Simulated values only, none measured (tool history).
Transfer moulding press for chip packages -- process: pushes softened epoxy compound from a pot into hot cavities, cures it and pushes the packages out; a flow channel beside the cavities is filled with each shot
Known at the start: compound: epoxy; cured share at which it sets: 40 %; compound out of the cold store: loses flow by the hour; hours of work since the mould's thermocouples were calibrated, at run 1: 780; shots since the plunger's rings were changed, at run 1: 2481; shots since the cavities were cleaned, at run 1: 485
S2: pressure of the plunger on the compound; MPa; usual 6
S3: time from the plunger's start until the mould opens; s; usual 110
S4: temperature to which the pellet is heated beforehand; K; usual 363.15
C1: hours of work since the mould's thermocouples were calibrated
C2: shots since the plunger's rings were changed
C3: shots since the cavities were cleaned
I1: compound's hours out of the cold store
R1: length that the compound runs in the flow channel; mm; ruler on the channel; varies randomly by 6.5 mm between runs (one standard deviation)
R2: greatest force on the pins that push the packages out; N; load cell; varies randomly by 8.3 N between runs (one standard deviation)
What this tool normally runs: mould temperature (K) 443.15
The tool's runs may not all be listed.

Run 1, hour 0: usual settings; C1 780; C2 2481; C3 485; I1 32.8. Result: R1 714 mm, R2 630 N.
At hour 23.7: mould's thermocouples calibrated.
At hour 44.1: cavities cleaned with cleaning compound and waxed.
Run 2, hour 97.8: usual settings; C1 53; C2 3724; C3 708; I1 10.6. Result: R1 720 mm, R2 635 N.
At hour 125.1: cavities cleaned with cleaning compound and waxed.
Run 3, hour 146.1: usual settings but S3 109 s; C1 88; C2 4342; C3 277; I1 9. Result: R1 716 mm, R2 541 N.
Run 4, hour 191.9: usual settings; C1 121; C2 4946; C3 881; I1 26.4. Result: R1 680 mm, R2 613 N.
At hour 202.8: cavities cleaned with cleaning compound and waxed.
Run 5, hour 273.1: usual settings; C1 180; C2 5997; C3 927; I1 18.2. Result: R1 676 mm, R2 648 N.
At hour 283.4: cavities cleaned with cleaning compound and waxed.
At hour 310.5: plunger's sealing rings changed.
Run 6, hour 330.6: usual settings; C1 219; C2 266; C3 590; I1 19.4. Result: R1 762 mm, R2 612 N.
At hour 366.1: cavities cleaned with cleaning compound and waxed.
Run 7, hour 398.9: usual settings; C1 268; C2 1147; C3 432; I1 10.9. Result: R1 782 mm, R2 596 N.
At hour 444.7: cavities cleaned with cleaning compound and waxed.
Run 8, hour 494.2: usual settings; C1 337; C2 2385; C3 653; I1 25.9. Result: R1 713 mm, R2 623 N.
At hour 523.9: cavities cleaned with cleaning compound and waxed.
Run 9, hour 539.6: usual settings but S2 7.23 MPa; C1 369; C2 2963; C3 206; I1 33.1. Result: R1 763 mm, R2 513 N.
Run 10, hour 597.8: usual settings but S2 7.23 MPa; C1 412; C2 3731; C3 974; I1 46.5. Result: R1 723 mm, R2 648 N.
At hour 608: cavities cleaned with cleaning compound and waxed.
Run 11, hour 677.6: usual settings but S2 7.23 MPa; C1 469; C2 4764; C3 919; I1 11.6. Result: R1 791 mm, R2 664 N.
At hour 685.1: cavities cleaned with cleaning compound and waxed.
Run 12, hour 759.7: usual settings but S2 7.23 MPa; C1 528; C2 5827; C3 984; I1 12.3. Result: R1 757 mm, R2 691 N.
At hour 766.6: cavities cleaned with cleaning compound and waxed.
At hour 816.2: plunger's sealing rings changed.
At hour 847.6: cavities cleaned with cleaning compound and waxed.
Run 13, hour 861.6: usual settings but S2 7.23 MPa; C1 599; C2 579; C3 185; I1 46.9. Result: R1 767 mm, R2 527 N.
Run 14, hour 920.6: usual settings but mould temperature (K) 442.15, S2 7.23 MPa, S3 119 s, S4 372.15 K; C1 642; C2 1357; C3 963; I1 31.9. Result: R1 797 mm, R2 603 N.
At hour 927.8: cavities cleaned with cleaning compound and waxed.
Run 15, hour 974.4: usual settings but mould temperature (K) 442.15, S2 7.23 MPa, S3 119 s, S4 372.15 K; C1 681; C2 2047; C3 614; I1 9.6. Result: R1 844 mm, R2 611 N.
At hour 1006.5: cavities cleaned with cleaning compound and waxed.
Run 16, hour 1054.9: usual settings but mould temperature (K) 447.15, S2 6.9 MPa, S3 108 s; C1 739; C2 3090; C3 638; I1 30.7. Result: R1 732 mm, R2 561 N.
At hour 1085.8: cavities cleaned with cleaning compound and waxed.
Run 17, hour 1113.8: usual settings but mould temperature (K) 448.15, S2 4.95 MPa, S3 133 s, S4 369.15 K; C1 781; C2 3846; C3 369; I1 29.3. Result: R1 616 mm, R2 496 N.
At hour 1132.3: mould's thermocouples calibrated.
At hour 1166.4: cavities cleaned with cleaning compound and waxed.
Run 18, hour 1198.4: usual settings but mould temperature (K) 448.15, S2 4.95 MPa, S3 133 s, S4 369.15 K; C1 47; C2 4917; C3 423; I1 21.3. Result: R1 608 mm, R2 499 N.
At hour 1245.5: cavities cleaned with cleaning compound and waxed.
Run 19, hour 1273.7: usual settings but mould temperature (K) 441.15, S2 4.95 MPa, S3 111 s, S4 369.15 K; C1 102; C2 5890; C3 372; I1 17.6. Result: R1 622 mm, R2 623 N.
At hour 1317.2: plunger's sealing rings changed.
At hour 1327.2: cavities cleaned with cleaning compound and waxed.
Run 20, hour 1368.1: usual settings but mould temperature (K) 448.15, S2 4.87 MPa, S3 143 s, S4 354.15 K; C1 168; C2 652; C3 540; I1 12.9. Result: R1 689 mm, R2 516 N.
At hour 1409.1: cavities cleaned with cleaning compound and waxed.
Run 21, hour 1447.7: usual settings but mould temperature (K) 448.15, S2 4.71 MPa, S3 94 s, S4 357.15 K; C1 225; C2 1681; C3 508; I1 12.6. Result: R1 655 mm, R2 585 N.
At hour 1488.3: cavities cleaned with cleaning compound and waxed.
Run 22, hour 1505.3: usual settings but S2 4.54 MPa, S3 100 s; C1 266; C2 2422; C3 225; I1 19.9. Result: R1 638 mm, R2 636 N.
Run 23, hour 1551.3: usual settings but S2 5.48 MPa, S3 147 s, S4 360.15 K; C1 300; C2 3028; C3 831; I1 47.7. Result: R1 635 mm, R2 564 N.

For run 24, what comes out?
At hour 1566.4: cavities cleaned with cleaning compound and waxed.
Run 24, hour 1641.6: usual settings but mould temperature (K) 439.15, S2 7.28 MPa, S3 139 s, S4 359.15 K; C1 365; C2 4199; C3 991; I1 46.4. Result: R1 ?, R2 ?.

Run 24 measured R1 729 mm, R2 623 N.
Were there no unlogged condition in the tool, this run, its random variation unchanged, would have produced R1 794 mm, R2 352 N.
